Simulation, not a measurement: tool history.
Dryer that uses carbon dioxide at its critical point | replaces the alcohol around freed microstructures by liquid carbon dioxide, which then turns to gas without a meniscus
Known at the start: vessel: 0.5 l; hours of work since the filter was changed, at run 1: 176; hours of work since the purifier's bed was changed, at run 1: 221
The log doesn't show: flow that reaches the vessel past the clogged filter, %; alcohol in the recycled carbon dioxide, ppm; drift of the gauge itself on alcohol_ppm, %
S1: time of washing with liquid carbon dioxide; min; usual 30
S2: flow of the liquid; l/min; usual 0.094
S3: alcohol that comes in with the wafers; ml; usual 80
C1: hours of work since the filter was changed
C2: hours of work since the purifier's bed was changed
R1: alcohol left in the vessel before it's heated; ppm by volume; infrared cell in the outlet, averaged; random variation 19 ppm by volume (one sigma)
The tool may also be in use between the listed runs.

run   hour  S1      S2   S3   C1   C2     R1
  1      0  30   0.094   80  176  221   1729
  2    7.8  30   0.094   80  181  226   1741
  3   14.9  30   0.094   80  185  230   1716
  4   28.1  30   0.094   80  193  238   1814
  5   37.6  30   0.094   80  199  244   1841
  6   44.7  30   0.094   80  204  249   1774
  7   54.1  30   0.094   80  209  254   1810
  8   63.6  30   0.094   80  215  260   1868
  9   75.5  30   0.094   80  223  268   1865
 10   83.4  30   0.094   80  227  273   1860
 11     98  30   0.094   80  236  282   1943
 12  108.3  20   0.094   80  243  288   8405
 13  116.9  20   0.094   80  248  293   8425
 14  123.6  36   0.094   80  252  297    868
 15    132  36   0.094   80  257  302    891
 16    139  36   0.094   80  262  307    919
 17  152.8  30  0.0975   80  270  315   1700
 18  160.2  30   0.094   80  275  320   1995
 19  175.2  20   0.094   80  284  329   8645
 20  190.5  20   0.094   80  293  339   8601
 21  198.3  20   0.094   80  298  343   8724
 22  205.3  30   0.094   80  303  348   2139
 23  212.9  30   0.094   80  307  352   2181
 24  224.8  30   0.094   80  315  360   2137
 25  237.8  39  0.0739  120  323  368   3168
 26  246.5  21  0.0739   25  328  373   4900
 27  259.3  43  0.1312   78  336  381    147
 28  269.5  43  0.0621   64  342  387   2549
 29  276.3  25  0.0789   29  346  392   3128
 30  287.6  25  0.0789   86  353  398   9122
 31  300.4  35  0.0966  120  361  406   1538
 32  313.4  22   0.094   28  369  414   2607
 33  328.8  43  0.1186   86  379  424    202
 34  343.9  23  0.0838   80  388  433   9461
 35    352  23  0.0838   80  393  438   9432
 36    366  32  0.0954   37  402  447    923
     370.7  -- inlet filter changed
 37  374.1  24  0.0954   56    2  451   2220
 38  383.6  24  0.0954   56    8  457   2220
 39  398.8  18  0.0636   34   17  466  10145
 40  407.6  18  0.0636   34   23  472  10062
 41    420  18  0.0636   34   30  480  10174
 42  429.6  18  0.0636   34   36  485  10115
 43  439.8  25  0.0636   34   43  492   4958
 44  453.9  20  0.0945   28   51  500   2427
 45  462.3  20  0.0945   28   57  506   2430
 46  469.3  23  0.0638   71   61  510  12670
 47  482.7  32  0.0664   30   69  518   1890
 48  496.1  21   0.094  118   77  526   8783

3 ways to go on from here, each from the tool as it stands after run 48. What would each give?
  A  504.6  42  0.0764  118  83  532   ?
  B  504.6  43  0.0774   43  83  532   ?
  C  504.6  37   0.094   23  83  532   ?

run    R1
  A  1256
  B   499
  C   272
Without the tool's hidden state the same runs would have given:
run   R1
  A  933
  B  291
  C   99
